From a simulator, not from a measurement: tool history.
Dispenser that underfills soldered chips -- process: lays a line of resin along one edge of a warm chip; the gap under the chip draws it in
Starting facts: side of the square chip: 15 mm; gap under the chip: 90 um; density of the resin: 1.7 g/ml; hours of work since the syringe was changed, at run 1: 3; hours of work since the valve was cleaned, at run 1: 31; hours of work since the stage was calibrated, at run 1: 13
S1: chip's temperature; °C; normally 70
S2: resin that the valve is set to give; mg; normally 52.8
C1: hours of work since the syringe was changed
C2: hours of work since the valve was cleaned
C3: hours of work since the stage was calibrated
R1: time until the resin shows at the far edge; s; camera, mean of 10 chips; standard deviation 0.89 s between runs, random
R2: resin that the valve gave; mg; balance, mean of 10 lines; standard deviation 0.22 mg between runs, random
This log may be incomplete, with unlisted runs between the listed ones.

{"run": 1, "hour": 0.0, "S1": 70, "S2": 52.8, "C1": 3, "C2": 31, "C3": 13, "R1": 105.0, "R2": 51.48}
{"hour": 5.5, "done": "new syringe of resin"}
{"run": 2, "hour": 7.1, "S1": 70, "S2": 52.8, "C1": 1, "C2": 35, "C3": 17, "R1": 88.7, "R2": 51.27}
{"hour": 15.4, "done": "new syringe of resin"}
{"run": 3, "hour": 16.5, "S1": 70, "S2": 52.8, "C1": 1, "C2": 41, "C3": 23, "R1": 88.1, "R2": 51.24}
{"run": 4, "hour": 23.1, "S1": 70, "S2": 52.8, "C1": 5, "C2": 46, "C3": 27, "R1": 124.4, "R2": 51.43}
{"hour": 24.9, "done": "new syringe of resin"}
{"run": 5, "hour": 33.9, "S1": 70, "S2": 52.8, "C1": 6, "C2": 52, "C3": 34, "R1": 136.3, "R2": 50.94}
{"hour": 34.7, "done": "new syringe of resin"}
{"run": 6, "hour": 42.0, "S1": 70, "S2": 68.4, "C1": 5, "C2": 57, "C3": 39, "R1": 117.6, "R2": 65.78}
{"hour": 44.3, "done": "new syringe of resin"}
{"run": 7, "hour": 50.7, "S1": 70, "S2": 68.4, "C1": 4, "C2": 63, "C3": 44, "R1": 116.7, "R2": 65.88}
{"hour": 53.7, "done": "new syringe of resin"}
{"run": 8, "hour": 56.1, "S1": 70, "S2": 68.4, "C1": 2, "C2": 66, "C3": 48, "R1": 92.0, "R2": 65.35}
{"hour": 64.2, "done": "new syringe of resin"}
{"run": 9, "hour": 66.1, "S1": 70, "S2": 68.4, "C1": 1, "C2": 72, "C3": 54, "R1": 89.5, "R2": 65.08}
{"run": 10, "hour": 71.4, "S1": 71, "S2": 52.8, "C1": 5, "C2": 76, "C3": 57, "R1": 119.2, "R2": 50.13}
{"hour": 74.0, "done": "new syringe of resin"}
{"run": 11, "hour": 81.6, "S1": 70, "S2": 54.1, "C1": 5, "C2": 82, "C3": 64, "R1": 129.0, "R2": 51.14}
{"hour": 84.2, "done": "new syringe of resin"}
{"run": 12, "hour": 93.4, "S1": 70, "S2": 54.1, "C1": 6, "C2": 90, "C3": 71, "R1": 139.9, "R2": 50.78}
{"hour": 94.6, "done": "new syringe of resin"}
{"hour": 103.5, "done": "dispensing valve cleaned and set on the balance"}
{"hour": 105.6, "done": "new syringe of resin"}
{"run": 13, "hour": 105.6, "S1": 66, "S2": 52.8, "C1": 0, "C2": 1, "C3": 78, "R1": 97.1, "R2": 52.78}
{"run": 14, "hour": 113.6, "S1": 66, "S2": 49.3, "C1": 5, "C2": 6, "C3": 83, "R1": 155.6, "R2": 49.25}
{"hour": 115.5, "done": "new syringe of resin"}
{"run": 15, "hour": 124.1, "S1": 70, "S2": 46.4, "C1": 6, "C2": 13, "C3": 90, "R1": 138.8, "R2": 46.03}
{"hour": 125.2, "done": "new syringe of resin"}
{"run": 16, "hour": 129.5, "S1": 70, "S2": 58.4, "C1": 3, "C2": 16, "C3": 93, "R1": 102.3, "R2": 57.39}
{"hour": 135.0, "done": "new syringe of resin"}
{"run": 17, "hour": 136.9, "S1": 70, "S2": 52.8, "C1": 1, "C2": 21, "C3": 98, "R1": 93.8, "R2": 52.1}
{"hour": 144.6, "done": "new syringe of resin"}
{"run": 18, "hour": 147.9, "S1": 73, "S2": 60.8, "C1": 2, "C2": 28, "C3": 105, "R1": 90.0, "R2": 59.88}
{"hour": 154.2, "done": "new syringe of resin"}
{"run": 19, "hour": 156.6, "S1": 81, "S2": 65.6, "C1": 2, "C2": 33, "C3": 110, "R1": 65.3, "R2": 64.16}
{"hour": 164.2, "done": "new syringe of resin"}
{"run": 20, "hour": 165.7, "S1": 68, "S2": 65.2, "C1": 1, "C2": 39, "C3": 116, "R1": 93.8, "R2": 63.6}
{"run": 21, "hour": 171.0, "S1": 68, "S2": 65.2, "C1": 4, "C2": 42, "C3": 119, "R1": 126.4, "R2": 63.7}
{"hour": 174.2, "done": "new syringe of resin"}
{"run": 22, "hour": 180.7, "S1": 68, "S2": 65.2, "C1": 4, "C2": 48, "C3": 125, "R1": 129.0, "R2": 63.16}
{"hour": 184.0, "done": "new syringe of resin"}
{"run": 23, "hour": 185.8, "S1": 82, "S2": 47.8, "C1": 1, "C2": 51, "C3": 128, "R1": 64.8, "R2": 46.55}
{"run": 24, "hour": 192.2, "S1": 82, "S2": 47.8, "C1": 5, "C2": 56, "C3": 132, "R1": 91.3, "R2": 45.88}
{"hour": 194.0, "done": "new syringe of resin"}
{"run": 25, "hour": 202.0, "S1": 76, "S2": 55.3, "C1": 5, "C2": 62, "C3": 139, "R1": 109.0, "R2": 52.63}
{"hour": 203.9, "done": "new syringe of resin"}
{"run": 26, "hour": 212.2, "S1": 76, "S2": 55.3, "C1": 5, "C2": 68, "C3": 145, "R1": 106.7, "R2": 53.44}
{"hour": 213.4, "done": "new syringe of resin"}
{"run": 27, "hour": 218.5, "S1": 62, "S2": 64.6, "C1": 3, "C2": 72, "C3": 149, "R1": 147.1, "R2": 62.01}
{"hour": 223.4, "done": "new syringe of resin"}
{"run": 28, "hour": 227.9, "S1": 71, "S2": 52.9, "C1": 3, "C2": 78, "C3": 155, "R1": 106.3, "R2": 49.77}
{"hour": 233.1, "done": "new syringe of resin"}
{"run": 29, "hour": 233.6, "S1": 69, "S2": 52.9, "C1": 0, "C2": 81, "C3": 158, "R1": 90.4, "R2": 50.4}
{"hour": 243.3, "done": "new syringe of resin"}
{"run": 30, "hour": 243.5, "S1": 74, "S2": 52.8, "C1": 0, "C2": 88, "C3": 164, "R1": 76.1, "R2": 50.01}
{"run": 31, "hour": 250.0, "S1": 74, "S2": 52.8, "C1": 4, "C2": 92, "C3": 169, "R1": 108.4, "R2": 49.89}
{"hour": 253.7, "done": "new syringe of resin"}
{"hour": 256.2, "done": "dispensing valve cleaned and set on the balance"}
{"run": 32, "hour": 256.2, "S1": 76, "S2": 60.4, "C1": 1, "C2": 0, "C3": 172, "R1": 72.5, "R2": 60.62}
{"hour": 264.2, "done": "new syringe of resin"}
{"run": 33, "hour": 266.6, "S1": 76, "S2": 60.4, "C1": 2, "C2": 6, "C3": 178, "R1": 78.8, "R2": 59.67}
{"hour": 273.9, "done": "new syringe of resin"}
{"run": 34, "hour": 275.9, "S1": 75, "S2": 46.9, "C1": 1, "C2": 12, "C3": 184, "R1": 80.2, "R2": 46.42}

How would selected steps in R1 from run to run divide? Give the signed amount a tool lacking its hidden state would still show from settings, what came in and random variation, and the signed amount left for the hidden state, including any gauge scatter that is not in both of the compared results.
Hidden state present: resin's viscosity, % of fresh resin's; dose that the valve gives, % of what is set; true chip temperature over the reading, C; drift of the gauge itself on fill_s, %; drift of the gauge itself on given_mg, %.
Run 3 -> 4: no setting changed, nothing entered. R1 +36.3 s: hidden state +37.6, all else -1.3.
Run 12 -> 13: S1 70 -> 66, S2 54.1 -> 52.8, new syringe of resin, dispensing valve cleaned and set on the balance, new syringe of resin. R1 -42.8 s: hidden state -54.7, all else +11.9.
Run 13 -> 14: S2 52.8 -> 49.3. R1 +58.5 s: hidden state +54.9, all else +3.6.
Run 22 -> 23: S1 68 -> 82, S2 65.2 -> 47.8, new syringe of resin. R1 -64.2 s: hidden state -34.2, all else -30.0.
